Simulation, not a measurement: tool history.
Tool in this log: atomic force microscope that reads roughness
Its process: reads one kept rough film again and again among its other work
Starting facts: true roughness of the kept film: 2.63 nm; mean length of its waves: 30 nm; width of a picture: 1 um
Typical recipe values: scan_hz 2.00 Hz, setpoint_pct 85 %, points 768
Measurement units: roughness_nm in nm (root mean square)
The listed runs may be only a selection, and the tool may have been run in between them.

Run 1, day 0.000: usual settings. Result: roughness_nm 2.001 nm (root mean square).
Run 2, day 0.421: usual settings. Result: roughness_nm 2.003 nm (root mean square).
Run 3, day 1.125: usual settings but setpoint_pct 59 %. Result: roughness_nm 2.306 nm (root mean square).
Run 4, day 1.671: usual settings but setpoint_pct 59 %. Result: roughness_nm 2.309 nm (root mean square).
Run 5, day 2.229: usual settings but setpoint_pct 59 %. Result: roughness_nm 2.309 nm (root mean square).
Run 6, day 2.921: usual settings. Result: roughness_nm 2.006 nm (root mean square).
Run 7, day 3.321: usual settings but scan_hz 0.92 Hz. Result: roughness_nm 2.193 nm (root mean square).
Run 8, day 4.171: usual settings but scan_hz 0.92 Hz. Result: roughness_nm 2.206 nm (root mean square).
Run 9, day 4.892: usual settings but scan_hz 1.21 Hz. Result: roughness_nm 2.150 nm (root mean square).
Run 10, day 5.271: usual settings but scan_hz 1.21 Hz. Result: roughness_nm 2.149 nm (root mean square).
At day 5.558: new tip fitted.
Run 11, day 6.192: usual settings but scan_hz 0.56 Hz, setpoint_pct 78 %. Result: roughness_nm 2.326 nm (root mean square).
Run 12, day 7.088: usual settings but points 479. Result: roughness_nm 1.999 nm (root mean square).
Run 13, day 7.525: usual settings but scan_hz 1.09 Hz, setpoint_pct 65 %, points 479. Result: roughness_nm 2.332 nm (root mean square).
Run 14, day 8.275: usual settings but setpoint_pct 61 %. Result: roughness_nm 2.320 nm (root mean square).
Run 15, day 8.896: usual settings but scan_hz 1.11 Hz, points 699. Result: roughness_nm 2.168 nm (root mean square).
Run 16, day 9.283: usual settings but scan_hz 1.11 Hz, points 699. Result: roughness_nm 2.178 nm (root mean square).
Run 17, day 9.725: usual settings but scan_hz 1.11 Hz, points 699. Result: roughness_nm 2.182 nm (root mean square).
Run 18, day 10.612: usual settings but setpoint_pct 87 %, points 472. Result: roughness_nm 1.947 nm (root mean square).
Run 19, day 11.542: usual settings but setpoint_pct 72 %, points 407. Result: roughness_nm 2.170 nm (root mean square).

Here are 5 independent what-if runs from the current tool condition. What would each one return?
Run A, day 12.325: usual settings but setpoint_pct 72 %, points 466. Result: roughness_nm ?.
Run B, day 12.325: usual settings but scan_hz 1.64 Hz, setpoint_pct 65 %, points 291. Result: roughness_nm ?.
Run C, day 12.325: usual settings but setpoint_pct 78 %, points 278. Result: roughness_nm ?.
Run D, day 12.325: usual settings but scan_hz 2.02 Hz, points 671. Result: roughness_nm ?.
Run E, day 12.325: usual settings but scan_hz 1.53 Hz. Result: roughness_nm ?.

run  roughness_nm
  A         2.162
  B         2.268
  C         2.070
  D         2.009
  E         2.082
Take away the tool's hidden state, keep each run's random variation, and the runs would have read:
run  roughness_nm
  A         2.169
  B         2.276
  C         2.077
  D         2.015
  E         2.089

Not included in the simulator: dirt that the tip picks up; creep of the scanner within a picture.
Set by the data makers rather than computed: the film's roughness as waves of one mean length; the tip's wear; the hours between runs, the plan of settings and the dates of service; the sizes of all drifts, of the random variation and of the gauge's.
